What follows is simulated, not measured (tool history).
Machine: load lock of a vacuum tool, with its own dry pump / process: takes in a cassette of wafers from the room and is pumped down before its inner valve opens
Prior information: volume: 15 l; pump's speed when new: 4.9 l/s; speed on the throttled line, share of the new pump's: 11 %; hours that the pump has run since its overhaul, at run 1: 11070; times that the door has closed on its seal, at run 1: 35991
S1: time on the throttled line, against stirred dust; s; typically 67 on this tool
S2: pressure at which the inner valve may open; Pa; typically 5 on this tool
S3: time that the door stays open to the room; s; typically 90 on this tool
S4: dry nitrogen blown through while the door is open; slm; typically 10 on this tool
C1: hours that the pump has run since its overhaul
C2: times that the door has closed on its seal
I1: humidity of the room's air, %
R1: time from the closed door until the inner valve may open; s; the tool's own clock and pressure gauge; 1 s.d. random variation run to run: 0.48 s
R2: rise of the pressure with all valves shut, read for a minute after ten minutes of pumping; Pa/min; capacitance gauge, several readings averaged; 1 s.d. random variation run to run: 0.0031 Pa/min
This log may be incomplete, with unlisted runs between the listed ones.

run 1 hour=0.0 | S1=67 S2=5 S3=90 S4=10 | C1=11070 C2=35991 | I1=45.6 | R1=93.1 R2=0.631
run 2 hour=207.1 | S1=67 S2=5 S3=90 S4=10 | C1=11277 C2=36495 | I1=40.7 | R1=94.0 R2=0.644
run 3 hour=554.6 | S1=67 S2=5 S3=90 S4=10 | C1=11625 C2=37341 | I1=45.9 | R1=93.8 R2=0.670
run 4 hour=884.5 | S1=67 S2=5 S3=90 S4=10 | C1=11955 C2=38144 | I1=45.4 | R1=94.3 R2=0.692
run 5 hour=1086.5 | S1=67 S2=5 S3=90 S4=10 | C1=12157 C2=38636 | I1=46.8 | R1=94.7 R2=0.701
run 6 hour=1515.8 | S1=67 S2=5 S3=90 S4=10 | C1=12586 C2=39681 | I1=45.3 | R1=95.1 R2=0.722
run 7 hour=1787.2 | S1=67 S2=5 S3=90 S4=10 | C1=12858 C2=40342 | I1=43.1 | R1=94.1 R2=0.743
run 8 hour=1999.4 | S1=67 S2=5 S3=90 S4=10 | C1=13070 C2=40859 | I1=48.4 | R1=94.4 R2=0.765
-- hour=2359.3 door's seal changed, seat wiped
run 9 hour=2389.3 | S1=67 S2=5 S3=90 S4=10 | C1=13458 C2=73 | I1=42.1 | R1=95.0 R2=0.085
run 10 hour=2807.6 | S1=67 S2=5 S3=90 S4=10 | C1=13876 C2=1091 | I1=46.8 | R1=94.9 R2=0.096
run 11 hour=3249.7 | S1=67 S2=5 S3=90 S4=10 | C1=14319 C2=2168 | I1=46.8 | R1=95.2 R2=0.107
run 12 hour=3450.2 | S1=67 S2=5 S3=90 S4=10 | C1=14519 C2=2656 | I1=45.0 | R1=95.6 R2=0.095
run 13 hour=3687.7 | S1=67 S2=5 S3=90 S4=10 | C1=14757 C2=3234 | I1=41.8 | R1=94.8 R2=0.096
run 14 hour=4083.5 | S1=67 S2=5 S3=90 S4=10 | C1=15152 C2=4198 | I1=45.1 | R1=95.1 R2=0.108
run 15 hour=4464.6 | S1=48 S2=6 S3=90 S4=10 | C1=15534 C2=5126 | I1=43.1 | R1=78.5 R2=0.119
run 16 hour=4751.1 | S1=67 S2=5 S3=74 S4=11 | C1=15820 C2=5823 | I1=44.0 | R1=96.7 R2=0.110
run 17 hour=5110.3 | S1=47 S2=5 S3=90 S4=10 | C1=16179 C2=6698 | I1=46.4 | R1=78.1 R2=0.136
run 18 hour=5481.6 | S1=47 S2=5 S3=90 S4=10 | C1=16551 C2=7602 | I1=45.1 | R1=79.1 R2=0.138
-- hour=5562.6 dry pump taken out, an overhauled one fitted
run 19 hour=5733.7 | S1=47 S2=5 S3=90 S4=10 | C1=171 C2=8201 | I1=46.0 | R1=72.5 R2=0.144
run 20 hour=6055.5 | S1=94 S2=5 S3=90 S4=26 | C1=493 C2=8985 | I1=44.0 | R1=115.1 R2=0.113
run 21 hour=6517.5 | S1=94 S2=5 S3=90 S4=26 | C1=955 C2=10110 | I1=47.3 | R1=115.4 R2=0.130
run 22 hour=6774.1 | S1=36 S2=5 S3=130 S4=10 | C1=1212 C2=10735 | I1=45.8 | R1=63.2 R2=0.180
run 23 hour=7012.0 | S1=36 S2=5 S3=44 S4=7 | C1=1449 C2=11314 | I1=47.6 | R1=63.2 R2=0.162
run 24 hour=7333.9 | S1=36 S2=5 S3=44 S4=7 | C1=1771 C2=12098 | I1=48.3 | R1=62.2 R2=0.170
run 25 hour=7622.9 | S1=36 S2=5 S3=44 S4=7 | C1=2060 C2=12801 | I1=44.7 | R1=62.7 R2=0.179
run 26 hour=8012.2 | S1=79 S2=5 S3=156 S4=8 | C1=2450 C2=13749 | I1=45.5 | R1=100.4 R2=0.235
run 27 hour=8428.1 | S1=79 S2=5 S3=37 S4=10 | C1=2865 C2=14762 | I1=44.1 | R1=101.1 R2=0.188

For each entry between runs, how does the tool's hidden state at the last listed run before it compare with that at the first listed run after it?
Logged between run 8 and run 9: door's seal changed, seat wiped (hour 2359.3)
  pump's speed, % of a new pump's: 84.7 -> 84.3; leak at the door's seal, Pa l/s: 0.1701 -> 0.0023
  the result without the hidden state subtracted from the measured one, R1: +4.3 -> +4.5 s; R2: +0.674 -> +0.001 Pa/min
Logged between run 18 and run 19: dry pump taken out, an overhauled one fitted (hour 5562.6)
  pump's speed, % of a new pump's: 80.5 -> 100.2; leak at the door's seal, Pa l/s: 0.0155 -> 0.017
  the result without the hidden state subtracted from the measured one, R1: +6.3 -> -0.1 s; R2: +0.055 -> +0.060 Pa/min
